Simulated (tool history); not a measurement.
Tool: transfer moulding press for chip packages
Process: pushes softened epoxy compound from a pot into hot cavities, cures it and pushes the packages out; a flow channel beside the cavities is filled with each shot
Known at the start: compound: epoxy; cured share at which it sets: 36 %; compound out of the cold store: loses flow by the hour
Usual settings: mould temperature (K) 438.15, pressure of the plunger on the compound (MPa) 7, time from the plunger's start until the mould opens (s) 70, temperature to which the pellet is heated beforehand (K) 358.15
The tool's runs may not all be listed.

run,day,mould temperature (K),pressure of the plunger on the compound (MPa),time from the plunger's start until the mould opens (s),temperature to which the pellet is heated beforehand (K),incoming compound's hours out of the cold store,length that the compound runs in the flow channel (mm),greatest force on the pins that push the packages out (N)
1,0,438.15,7,70,358.15,39.7,777,373
2,1,438.15,7,70,358.15,13.8,887,376
# day 1.167: plunger's sealing rings changed
# day 1.879: cavities cleaned with cleaning compound and waxed
3,2.408,438.15,7,70,358.15,32.7,803,394
4,3.408,438.15,7,89,358.15,17.1,872,330
# day 4.042: cavities cleaned with cleaning compound and waxed
5,4.838,438.15,7,70,363.15,41.6,766,375
# day 6.158: cavities cleaned with cleaning compound and waxed
6,6.279,438.15,7,70,363.15,33.7,797,373
7,7.617,438.15,7,70,363.15,34.6,795,362
# day 8.233: cavities cleaned with cleaning compound and waxed
8,8.546,438.15,7,70,358.15,19.2,861,391
9,9.362,438.15,7,70,358.15,44,758,370
# day 10.308: cavities cleaned with cleaning compound and waxed
10,10.579,438.15,7,70,358.15,45.6,752,360
11,12.029,438.15,7,70,358.15,13.4,887,389
# day 12.417: cavities cleaned with cleaning compound and waxed
# day 12.612: plunger's sealing rings changed
12,12.812,438.15,7,70,358.15,20.2,858,390
13,13.871,438.15,7,70,358.15,28.9,820,383
# day 14.638: cavities cleaned with cleaning compound and waxed
14,14.996,438.15,7,70,363.15,47.3,746,366
15,15.862,438.15,7,78,356.15,12,897,342
# day 16.725: cavities cleaned with cleaning compound and waxed
16,16.846,442.15,7.49,60,356.15,30.7,829,382
17,17.571,442.15,7.49,60,356.15,25.3,854,383
18,18.304,446.15,7.49,64,355.15,8,928,326
# day 18.808: cavities cleaned with cleaning compound and waxed
19,19.762,446.15,7.49,64,355.15,33.5,808,324
# day 20.896: cavities cleaned with cleaning compound and waxed
20,21.054,446.15,5.55,74,352.15,44.5,659,331
21,22.208,446.15,5.55,81,352.15,15.7,765,316
# day 23.071: cavities cleaned with cleaning compound and waxed
22,23.496,438.15,7,84,365.15,15.5,878,329
# day 24.025: plunger's sealing rings changed
23,24.875,438.15,7,84,365.15,40.9,768,336
# day 25.329: cavities cleaned with cleaning compound and waxed
24,25.696,435.15,6.3,51,368.15,11.8,858,906
25,26.667,435.15,6.3,51,368.15,30.3,777,823
# day 27.517: cavities cleaned with cleaning compound and waxed
26,28.217,441.15,7,70,358.15,39.7,766,364
27,29.346,431.15,7.11,52,356.15,9.3,940,1157

Forecast each of these 4 alternatives for the next run:
# day 29.688: cavities cleaned with cleaning compound and waxed
A,30.092,431.15,6.92,52,356.15,36,?,?
# day 29.688: cavities cleaned with cleaning compound and waxed
B,30.092,430.15,7.11,60,366.15,10.9,?,?
# day 29.688: cavities cleaned with cleaning compound and waxed
C,30.092,439.15,7,70,358.15,8.7,?,?
# day 29.688: cavities cleaned with cleaning compound and waxed
D,30.092,431.15,8.33,53,356.15,19.7,?,?

run,length that the compound runs in the flow channel (mm),greatest force on the pins that push the packages out (N)
A,803,1037
B,931,948
C,911,376
D,959,1092
Without the tool's hidden state the same runs would have given:
run,length that the compound runs in the flow channel (mm),greatest force on the pins that push the packages out (N)
A,803,1034
B,931,945
C,911,374
D,959,1089

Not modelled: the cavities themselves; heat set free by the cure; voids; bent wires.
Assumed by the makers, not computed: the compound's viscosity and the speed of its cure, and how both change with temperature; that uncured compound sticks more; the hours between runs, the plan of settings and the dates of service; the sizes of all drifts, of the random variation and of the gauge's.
